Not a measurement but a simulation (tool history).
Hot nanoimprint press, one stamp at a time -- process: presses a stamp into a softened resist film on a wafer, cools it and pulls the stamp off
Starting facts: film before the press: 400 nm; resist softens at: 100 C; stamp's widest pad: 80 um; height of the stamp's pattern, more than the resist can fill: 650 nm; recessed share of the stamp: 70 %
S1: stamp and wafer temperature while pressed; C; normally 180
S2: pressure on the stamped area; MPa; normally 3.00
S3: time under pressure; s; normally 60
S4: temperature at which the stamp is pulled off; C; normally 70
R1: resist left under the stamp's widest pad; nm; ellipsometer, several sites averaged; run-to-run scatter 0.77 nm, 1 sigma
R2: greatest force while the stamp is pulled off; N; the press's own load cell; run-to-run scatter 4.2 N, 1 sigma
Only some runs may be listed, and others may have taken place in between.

run,day,S1,S2,S3,S4,R1,R2
1,0.000,180,3.00,60,70,221.1,210
2,0.300,180,3.00,60,70,221.3,211
3,0.821,180,3.00,60,70,221.0,205
4,1.154,180,3.00,60,70,220.4,212
5,1.500,180,3.00,60,70,221.3,215
6,1.838,180,3.00,60,70,221.0,205
7,2.288,180,3.00,60,70,218.3,210
8,2.733,180,3.00,60,70,218.9,203
9,3.038,184,3.00,60,70,197.0,204
10,3.525,180,3.00,60,70,219.9,215
11,3.954,180,3.00,117,70,172.6,212
12,4.250,180,3.00,117,70,173.5,210
13,4.825,188,1.82,48,77,232.8,194
14,5.183,188,1.82,48,77,232.0,196
15,5.475,188,1.82,48,77,231.6,188
16,5.842,170,3.00,91,57,255.6,229
17,6.404,192,3.00,115,70,118.4,210
18,6.996,192,1.97,99,76,154.4,204
19,7.312,171,1.97,80,76,291.1,194
20,7.779,171,1.97,80,76,292.6,194
21,8.058,180,2.58,77,75,213.1,200
22,8.554,180,3.00,48,76,234.7,197
23,8.908,191,3.00,86,76,138.2,188

Below are 4 alternative next runs, each starting from the tool's condition after run 23. Predict each:
A,9.421,175,3.00,86,76,?,?
B,9.421,180,3.53,107,70,?,?
C,9.421,180,3.00,101,66,?,?
D,9.421,190,4.79,60,76,?,?

run,R1,R2
A,224.2,193
B,164.6,210
C,180.8,220
D,129.9,200
Take away the tool's hidden state, keep each run's random variation, and the runs would have read:
run,R1,R2
A,227.0,191
B,166.7,208
C,183.1,218
D,131.6,198

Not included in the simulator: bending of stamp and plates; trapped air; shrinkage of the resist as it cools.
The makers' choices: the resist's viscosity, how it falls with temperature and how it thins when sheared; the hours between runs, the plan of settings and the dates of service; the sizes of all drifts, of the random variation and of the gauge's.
